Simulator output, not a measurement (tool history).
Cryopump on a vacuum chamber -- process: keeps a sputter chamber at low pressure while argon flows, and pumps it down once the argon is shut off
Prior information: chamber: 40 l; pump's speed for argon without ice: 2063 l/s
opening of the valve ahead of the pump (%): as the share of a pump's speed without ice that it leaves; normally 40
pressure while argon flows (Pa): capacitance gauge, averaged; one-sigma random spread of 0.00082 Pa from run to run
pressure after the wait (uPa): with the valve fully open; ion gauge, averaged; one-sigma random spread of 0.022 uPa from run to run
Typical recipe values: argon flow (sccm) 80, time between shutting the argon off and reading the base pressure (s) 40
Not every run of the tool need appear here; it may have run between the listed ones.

run    hour  argon flow (sccm)  time between shutting the argon off and reading the base pressure (s)  opening of the valve ahead of the pump (%)  pressure while argon flows (Pa)  pressure after the wait (uPa)
  1       0                 80                                                                     40                                          40                           0.1687                           0.96
  2    45.2                 80                                                                     40                                          40                           0.1687                           1.07
  3   107.8                 80                                                                     40                                          40                           0.1695                           1.06
  4   176.9                 80                                                                     40                                          40                           0.1738                           1.04
  5     256                 80                                                                     40                                          40                           0.1731                            1.1
  6   299.3                 80                                                                     40                                          40                           0.1755                           1.14
  7     346                 80                                                                    186                                          40                           0.1752                           0.85
  8   405.1                 80                                                                    288                                          40                           0.1776                            0.8
  9   469.2                 80                                                                    230                                          40                           0.1801                           0.87
 10   547.2                 80                                                                    230                                          40                           0.1826                           0.93
 11   594.4                 80                                                                     65                                          40                           0.1853                           1.12
 12   629.1                137                                                                     65                                          40                           0.3191                           1.15
 13   696.2                 80                                                                     22                                          40                            0.188                           1.71
 14   774.1                 80                                                                    248                                          40                           0.1933                           1.08
 15   811.3                 80                                                                    248                                          40                           0.1929                           1.09
 16     877                 80                                                                    248                                          40                           0.1946                           1.17
 17   948.3                 80                                                                    248                                          40                            0.199                           1.14
      972.3  -- pump warmed up, emptied and cooled again
 18  1011.6                 80                                                                    247                                          28                           0.2349                           0.87
 19  1056.6                 80                                                                     61                                          15                           0.4391                           1.05
 20  1107.3                 80                                                                     32                                          50                           0.1343                           1.34
 21  1146.5                 80                                                                     32                                          50                           0.1346                           1.35
 22  1197.9                 80                                                                     32                                          50                           0.1352                           1.35
 23  1247.3                 80                                                                     80                                          40                           0.1702                           1.08
 24  1302.6                 62                                                                     40                                          30                           0.1765                           1.38
 25  1382.5                 62                                                                     40                                          30                           0.1772                           1.43
 26  1438.6                 62                                                                     23                                          37                           0.1469                           1.71
 27  1493.6                 46                                                                     23                                          37                           0.1097                           1.73
 28  1559.1                 46                                                                     23                                          37                           0.1107                           1.77
 29  1626.4                 46                                                                     23                                          37                            0.112                           1.77
 30  1678.2                 46                                                                     23                                          37                           0.1132                           1.87
 31  1738.3                 46                                                                     23                                          37                           0.1129                           1.88
 32  1817.7                 46                                                                     23                                          37                           0.1163                           1.95
 33  1862.5                 41                                                                     40                                          40                           0.0969                           1.69
 34  1914.4                 41                                                                     40                                          40                           0.0986                           1.74

3 options for the next run, each taken on its own from the tool as it stands now. Forecast them:
  A  1988.7                 53                                                                     39                                          50                                ?                              ?
  B  1988.7                 41                                                                    168                                          40                                ?                              ?
  C  1988.7                 41                                                                     95                                          49                                ?                              ?

run  pressure while argon flows (Pa)  pressure after the wait (uPa)
  A                           0.1068                            1.8
  B                            0.099                           1.42
  C                           0.0845                           1.52
Without the tool's hidden state the same runs would have given:
run  pressure while argon flows (Pa)  pressure after the wait (uPa)
  A                           0.0869                           0.57
  B                           0.0835                           0.23
  C                           0.0691                           0.29
